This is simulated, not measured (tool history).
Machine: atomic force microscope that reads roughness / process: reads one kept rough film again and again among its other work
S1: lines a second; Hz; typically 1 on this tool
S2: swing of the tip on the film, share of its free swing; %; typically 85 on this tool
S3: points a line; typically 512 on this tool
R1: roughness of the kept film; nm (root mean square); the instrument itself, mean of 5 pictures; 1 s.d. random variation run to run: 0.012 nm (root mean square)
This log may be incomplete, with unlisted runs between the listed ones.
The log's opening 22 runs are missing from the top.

{"run": 23, "hour": 257.1, "S1": 1, "S2": 85, "S3": 830, "R1": 2.548}
{"run": 24, "hour": 269.2, "S1": 0.59, "S2": 85, "S3": 830, "R1": 2.671}
{"run": 25, "hour": 281.3, "S1": 3.04, "S2": 85, "S3": 512, "R1": 2.056}
{"hour": 284.8, "done": "new tip fitted"}
{"run": 26, "hour": 297.0, "S1": 3.04, "S2": 85, "S3": 512, "R1": 2.376}
{"run": 27, "hour": 308.5, "S1": 3.04, "S2": 85, "S3": 512, "R1": 2.348}
{"run": 28, "hour": 322.4, "S1": 3.74, "S2": 70, "S3": 512, "R1": 2.669}
{"run": 29, "hour": 332.9, "S1": 3.74, "S2": 70, "S3": 512, "R1": 2.649}
{"run": 30, "hour": 344.3, "S1": 3.21, "S2": 77, "S3": 820, "R1": 2.514}
{"run": 31, "hour": 354.5, "S1": 0.93, "S2": 85, "S3": 381, "R1": 2.869}
{"run": 32, "hour": 362.0, "S1": 2.11, "S2": 57, "S3": 759, "R1": 3.016}
{"run": 33, "hour": 376.8, "S1": 1, "S2": 68, "S3": 284, "R1": 2.945}
{"run": 34, "hour": 391.8, "S1": 2.12, "S2": 82, "S3": 284, "R1": 2.513}
{"run": 35, "hour": 400.9, "S1": 2.18, "S2": 60, "S3": 512, "R1": 2.907}
{"run": 36, "hour": 417.5, "S1": 2.68, "S2": 72, "S3": 785, "R1": 2.655}
{"run": 37, "hour": 427.6, "S1": 1.33, "S2": 56, "S3": 280, "R1": 2.939}
{"run": 38, "hour": 434.9, "S1": 1.33, "S2": 56, "S3": 280, "R1": 2.938}
{"run": 39, "hour": 444.9, "S1": 1.33, "S2": 56, "S3": 280, "R1": 2.927}
{"run": 40, "hour": 461.4, "S1": 0.59, "S2": 60, "S3": 319, "R1": 2.96}
{"run": 41, "hour": 478.2, "S1": 1.15, "S2": 80, "S3": 939, "R1": 2.721}
{"run": 42, "hour": 494.0, "S1": 1.15, "S2": 80, "S3": 939, "R1": 2.694}
{"run": 43, "hour": 501.8, "S1": 1.04, "S2": 66, "S3": 575, "R1": 2.839}
{"run": 44, "hour": 510.8, "S1": 3.9, "S2": 65, "S3": 606, "R1": 2.564}
{"run": 45, "hour": 520.1, "S1": 0.75, "S2": 66, "S3": 512, "R1": 2.835}

Expected results for the next run?
{"run": 46, "hour": 534.0, "S1": 1.71, "S2": 85, "S3": 457, "R1": "?"}

Run 46 measured R1 2.415 nm (root mean square).
Minus the tool's unlogged condition, the same run would have read R1 2.703 nm (root mean square).
